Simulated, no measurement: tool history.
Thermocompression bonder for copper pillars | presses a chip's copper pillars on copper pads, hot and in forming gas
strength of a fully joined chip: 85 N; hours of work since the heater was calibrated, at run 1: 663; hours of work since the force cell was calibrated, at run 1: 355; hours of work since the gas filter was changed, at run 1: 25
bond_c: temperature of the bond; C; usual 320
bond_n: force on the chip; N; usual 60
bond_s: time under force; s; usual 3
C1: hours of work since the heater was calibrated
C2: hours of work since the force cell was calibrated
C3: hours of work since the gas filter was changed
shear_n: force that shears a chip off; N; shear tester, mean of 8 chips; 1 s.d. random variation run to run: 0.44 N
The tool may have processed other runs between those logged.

{"run": 1, "hour": 0.0, "bond_c": 320, "bond_n": 60, "bond_s": 3, "C1": 663, "C2": 355, "C3": 25, "shear_n": 56.7}
{"run": 2, "hour": 28.1, "bond_c": 320, "bond_n": 60, "bond_s": 3, "C1": 675, "C2": 368, "C3": 37, "shear_n": 57}
{"run": 3, "hour": 52.8, "bond_c": 320, "bond_n": 45, "bond_s": 3, "C1": 686, "C2": 379, "C3": 48, "shear_n": 45}
{"run": 4, "hour": 68.5, "bond_c": 320, "bond_n": 45, "bond_s": 3, "C1": 693, "C2": 386, "C3": 55, "shear_n": 45.4}
{"run": 5, "hour": 95.7, "bond_c": 320, "bond_n": 60, "bond_s": 3, "C1": 705, "C2": 398, "C3": 67, "shear_n": 56.7}
{"run": 6, "hour": 122.7, "bond_c": 320, "bond_n": 60, "bond_s": 3, "C1": 717, "C2": 410, "C3": 79, "shear_n": 56.1}
{"run": 7, "hour": 142.9, "bond_c": 320, "bond_n": 60, "bond_s": 2, "C1": 726, "C2": 418, "C3": 88, "shear_n": 50.2}
{"run": 8, "hour": 162.6, "bond_c": 320, "bond_n": 60, "bond_s": 2, "C1": 735, "C2": 427, "C3": 96, "shear_n": 50}
{"run": 9, "hour": 185.5, "bond_c": 320, "bond_n": 60, "bond_s": 3, "C1": 745, "C2": 437, "C3": 106, "shear_n": 57}
{"run": 10, "hour": 200.5, "bond_c": 320, "bond_n": 60, "bond_s": 3, "C1": 752, "C2": 444, "C3": 113, "shear_n": 56.6}
{"hour": 206.2, "done": "forming gas filter changed"}
{"run": 11, "hour": 229.8, "bond_c": 320, "bond_n": 60, "bond_s": 3, "C1": 764, "C2": 457, "C3": 10, "shear_n": 56.7}
{"run": 12, "hour": 248.3, "bond_c": 320, "bond_n": 60, "bond_s": 3, "C1": 772, "C2": 465, "C3": 19, "shear_n": 57.2}
{"run": 13, "hour": 264.4, "bond_c": 320, "bond_n": 60, "bond_s": 3, "C1": 780, "C2": 472, "C3": 26, "shear_n": 56}
{"run": 14, "hour": 281.9, "bond_c": 320, "bond_n": 60, "bond_s": 3, "C1": 787, "C2": 480, "C3": 33, "shear_n": 56.7}
{"run": 15, "hour": 298.2, "bond_c": 320, "bond_n": 60, "bond_s": 3, "C1": 794, "C2": 487, "C3": 41, "shear_n": 57.1}
{"run": 16, "hour": 317.5, "bond_c": 320, "bond_n": 60, "bond_s": 3, "C1": 803, "C2": 495, "C3": 49, "shear_n": 57.3}
{"run": 17, "hour": 345.8, "bond_c": 347, "bond_n": 57, "bond_s": 3, "C1": 815, "C2": 508, "C3": 62, "shear_n": 66.7}
{"run": 18, "hour": 372.5, "bond_c": 322, "bond_n": 54, "bond_s": 4, "C1": 827, "C2": 520, "C3": 73, "shear_n": 58.2}
{"run": 19, "hour": 386.5, "bond_c": 345, "bond_n": 51, "bond_s": 2, "C1": 833, "C2": 526, "C3": 80, "shear_n": 55.9}
{"run": 20, "hour": 416.3, "bond_c": 345, "bond_n": 51, "bond_s": 2, "C1": 847, "C2": 539, "C3": 93, "shear_n": 55.2}
{"run": 21, "hour": 438.7, "bond_c": 332, "bond_n": 60, "bond_s": 3, "C1": 856, "C2": 549, "C3": 103, "shear_n": 62.3}
{"run": 22, "hour": 456.3, "bond_c": 332, "bond_n": 60, "bond_s": 3, "C1": 864, "C2": 557, "C3": 110, "shear_n": 62.8}
{"hour": 468.1, "done": "forming gas filter changed"}
{"run": 23, "hour": 470.2, "bond_c": 332, "bond_n": 60, "bond_s": 3, "C1": 870, "C2": 562, "C3": 1, "shear_n": 62.6}
{"run": 24, "hour": 488.3, "bond_c": 332, "bond_n": 60, "bond_s": 3, "C1": 878, "C2": 570, "C3": 9, "shear_n": 63.4}
{"run": 25, "hour": 502.9, "bond_c": 299, "bond_n": 62, "bond_s": 2, "C1": 885, "C2": 577, "C3": 15, "shear_n": 41}
{"run": 26, "hour": 531.6, "bond_c": 309, "bond_n": 83, "bond_s": 3, "C1": 897, "C2": 590, "C3": 28, "shear_n": 63.7}
{"run": 27, "hour": 549.1, "bond_c": 309, "bond_n": 83, "bond_s": 3, "C1": 905, "C2": 597, "C3": 36, "shear_n": 65.1}
{"run": 28, "hour": 572.5, "bond_c": 309, "bond_n": 83, "bond_s": 3, "C1": 915, "C2": 608, "C3": 46, "shear_n": 64.7}
{"run": 29, "hour": 595.1, "bond_c": 318, "bond_n": 60, "bond_s": 3, "C1": 925, "C2": 618, "C3": 56, "shear_n": 55.7}
{"run": 30, "hour": 610.4, "bond_c": 318, "bond_n": 60, "bond_s": 3, "C1": 932, "C2": 624, "C3": 63, "shear_n": 56.2}
{"run": 31, "hour": 636.8, "bond_c": 320, "bond_n": 60, "bond_s": 3, "C1": 944, "C2": 636, "C3": 74, "shear_n": 57.3}
{"run": 32, "hour": 662.5, "bond_c": 300, "bond_n": 71, "bond_s": 3, "C1": 955, "C2": 647, "C3": 86, "shear_n": 52.8}

What if the next run were any one of these 3? Each begins from the tool's condition after run 32:
{"run": "A", "hour": 690.1, "bond_c": 303, "bond_n": 41, "bond_s": 2, "C1": 967, "C2": 660, "C3": 98, "shear_n": "?"}
{"run": "B", "hour": 690.1, "bond_c": 301, "bond_n": 71, "bond_s": 3, "C1": 967, "C2": 660, "C3": 98, "shear_n": "?"}
{"run": "C", "hour": 690.1, "bond_c": 320, "bond_n": 61, "bond_s": 7, "C1": 967, "C2": 660, "C3": 98, "shear_n": "?"}

run=A shear_n=28.9
run=B shear_n=53.1
run=C shear_n=70.4
The same runs, with their run-to-run variation unchanged, on a tool lacking any hidden condition would have given:
run=A shear_n=29.1
run=B shear_n=53.2
run=C shear_n=70.6
